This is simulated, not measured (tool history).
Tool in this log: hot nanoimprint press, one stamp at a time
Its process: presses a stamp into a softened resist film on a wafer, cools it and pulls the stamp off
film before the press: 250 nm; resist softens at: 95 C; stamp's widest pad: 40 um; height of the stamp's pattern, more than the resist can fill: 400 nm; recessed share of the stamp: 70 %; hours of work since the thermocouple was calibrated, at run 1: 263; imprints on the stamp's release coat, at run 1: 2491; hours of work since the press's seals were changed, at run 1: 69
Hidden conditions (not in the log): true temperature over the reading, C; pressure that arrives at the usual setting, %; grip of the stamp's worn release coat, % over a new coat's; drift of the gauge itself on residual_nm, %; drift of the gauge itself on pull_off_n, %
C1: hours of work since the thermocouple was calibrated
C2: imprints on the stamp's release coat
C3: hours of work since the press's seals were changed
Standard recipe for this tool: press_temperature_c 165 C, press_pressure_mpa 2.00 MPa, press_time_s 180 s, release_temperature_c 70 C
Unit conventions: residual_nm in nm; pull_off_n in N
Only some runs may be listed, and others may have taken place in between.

Run 1, hour 0.0: usual settings; C1 263; C2 2491; C3 69. Result: residual_nm 144.2 nm, pull_off_n 315 N.
At hour 9.3: stamp cleaned and given a new release coat.
Run 2, hour 19.4: usual settings; C1 269; C2 32; C3 75. Result: residual_nm 144.3 nm, pull_off_n 177 N.
Run 3, hour 32.8: usual settings; C1 275; C2 74; C3 82. Result: residual_nm 145.2 nm, pull_off_n 177 N.
Run 4, hour 52.7: usual settings but press_time_s 327 s; C1 285; C2 136; C3 91. Result: residual_nm 120.4 nm, pull_off_n 185 N.
Run 5, hour 68.6: usual settings but press_pressure_mpa 1.50 MPa; C1 293; C2 186; C3 99. Result: residual_nm 164.8 nm, pull_off_n 189 N.
Run 6, hour 82.1: usual settings but press_time_s 90 s; C1 299; C2 228; C3 106. Result: residual_nm 174.4 nm, pull_off_n 194 N.
Run 7, hour 91.4: usual settings but press_time_s 90 s; C1 304; C2 257; C3 110. Result: residual_nm 175.2 nm, pull_off_n 203 N.
Run 8, hour 105.5: usual settings but press_time_s 90 s; C1 311; C2 302; C3 117. Result: residual_nm 174.4 nm, pull_off_n 195 N.
Run 9, hour 116.8: usual settings but press_time_s 90 s; C1 316; C2 337; C3 122. Result: residual_nm 175.0 nm, pull_off_n 199 N.
Run 10, hour 132.5: usual settings but press_time_s 90 s; C1 324; C2 386; C3 130. Result: residual_nm 174.9 nm, pull_off_n 200 N.
Run 11, hour 145.8: usual settings but press_pressure_mpa 2.51 MPa; C1 330; C2 428; C3 136. Result: residual_nm 130.9 nm, pull_off_n 208 N.
Run 12, hour 165.1: usual settings but press_pressure_mpa 2.51 MPa; C1 339; C2 488; C3 146. Result: residual_nm 130.9 nm, pull_off_n 208 N.
Run 13, hour 178.2: usual settings; C1 346; C2 529; C3 152. Result: residual_nm 146.7 nm, pull_off_n 204 N.
Run 14, hour 197.1: usual settings; C1 355; C2 589; C3 161. Result: residual_nm 146.1 nm, pull_off_n 207 N.
Run 15, hour 213.4: usual settings; C1 363; C2 640; C3 169. Result: residual_nm 145.7 nm, pull_off_n 208 N.
Run 16, hour 235.4: usual settings but press_temperature_c 159 C, release_temperature_c 58 C; C1 373; C2 709; C3 179. Result: residual_nm 169.4 nm, pull_off_n 284 N.
Run 17, hour 246.2: usual settings but press_temperature_c 166 C, press_time_s 109 s; C1 378; C2 742; C3 185. Result: residual_nm 164.2 nm, pull_off_n 222 N.
Run 18, hour 257.8: usual settings but press_temperature_c 154 C, release_temperature_c 75 C; C1 384; C2 779; C3 190. Result: residual_nm 188.8 nm, pull_off_n 199 N.
Run 19, hour 274.8: usual settings but press_temperature_c 166 C, press_pressure_mpa 1.23 MPa, release_temperature_c 75 C; C1 392; C2 832; C3 198. Result: residual_nm 175.4 nm, pull_off_n 192 N.
Run 20, hour 289.0: usual settings but press_temperature_c 166 C, press_pressure_mpa 1.23 MPa, release_temperature_c 75 C; C1 399; C2 877; C3 205. Result: residual_nm 176.0 nm, pull_off_n 202 N.
Run 21, hour 301.9: usual settings but press_temperature_c 174 C, release_temperature_c 56 C; C1 405; C2 917; C3 211. Result: residual_nm 117.6 nm, pull_off_n 311 N.
Run 22, hour 322.5: usual settings but press_temperature_c 174 C, press_pressure_mpa 1.45 MPa, press_time_s 165 s, release_temperature_c 62 C; C1 415; C2 981; C3 221. Result: residual_nm 141.9 nm, pull_off_n 274 N.
Run 23, hour 340.4: usual settings but press_temperature_c 166 C, press_pressure_mpa 3.15 MPa; C1 424; C2 1037; C3 230. Result: residual_nm 114.2 nm, pull_off_n 238 N.
Run 24, hour 350.8: usual settings but press_temperature_c 170 C, press_pressure_mpa 2.13 MPa, press_time_s 204 s, release_temperature_c 66 C; C1 429; C2 1070; C3 235. Result: residual_nm 121.7 nm, pull_off_n 259 N.
Run 25, hour 368.8: usual settings but press_temperature_c 162 C, press_pressure_mpa 2.13 MPa, press_time_s 204 s, release_temperature_c 74 C; C1 437; C2 1127; C3 244. Result: residual_nm 148.9 nm, pull_off_n 208 N.
Run 26, hour 386.6: usual settings but press_temperature_c 162 C, press_pressure_mpa 2.13 MPa, press_time_s 204 s, release_temperature_c 58 C; C1 446; C2 1182; C3 252. Result: residual_nm 149.8 nm, pull_off_n 323 N.
Run 27, hour 396.9: usual settings but press_temperature_c 167 C, release_temperature_c 71 C; C1 451; C2 1215; C3 257. Result: residual_nm 140.6 nm, pull_off_n 237 N.
At hour 401.6: plate thermocouple calibrated.
Run 28, hour 416.2: usual settings but release_temperature_c 57 C; C1 7; C2 1265; C3 265. Result: residual_nm 142.3 nm, pull_off_n 324 N.
Run 29, hour 438.1: usual settings but release_temperature_c 57 C; C1 18; C2 1334; C3 276. Result: residual_nm 141.7 nm, pull_off_n 326 N.
Run 30, hour 460.0: usual settings but press_temperature_c 157 C, release_temperature_c 65 C; C1 28; C2 1403; C3 286. Result: residual_nm 173.6 nm, pull_off_n 287 N.

Branching from run 30: 4 alternative next runs. What would each branch give?
Run A, hour 475.0: usual settings but press_temperature_c 153 C, press_pressure_mpa 2.19 MPa, release_temperature_c 71 C; C1 35; C2 1450; C3 293. Result: residual_nm ?, pull_off_n ?.
Run B, hour 475.0: usual settings but press_temperature_c 157 C, press_pressure_mpa 2.11 MPa, release_temperature_c 65 C; C1 35; C2 1450; C3 293. Result: residual_nm ?, pull_off_n ?.
Run C, hour 475.0: usual settings but press_temperature_c 157 C, press_pressure_mpa 1.76 MPa, release_temperature_c 65 C; C1 35; C2 1450; C3 293. Result: residual_nm ?, pull_off_n ?.
Run D, hour 475.0: usual settings but press_temperature_c 157 C, press_pressure_mpa 2.40 MPa, press_time_s 324 s, release_temperature_c 65 C; C1 35; C2 1450; C3 293. Result: residual_nm ?, pull_off_n ?.

run  residual_nm  pull_off_n
  A        183.5         244
  B        170.2         282
  C        181.4         288
  D        136.3         283
With no hidden state in the tool, these same runs would have given:
run  residual_nm  pull_off_n
  A        182.2         173
  B        168.9         200
  C        180.4         205
  D        134.9         202
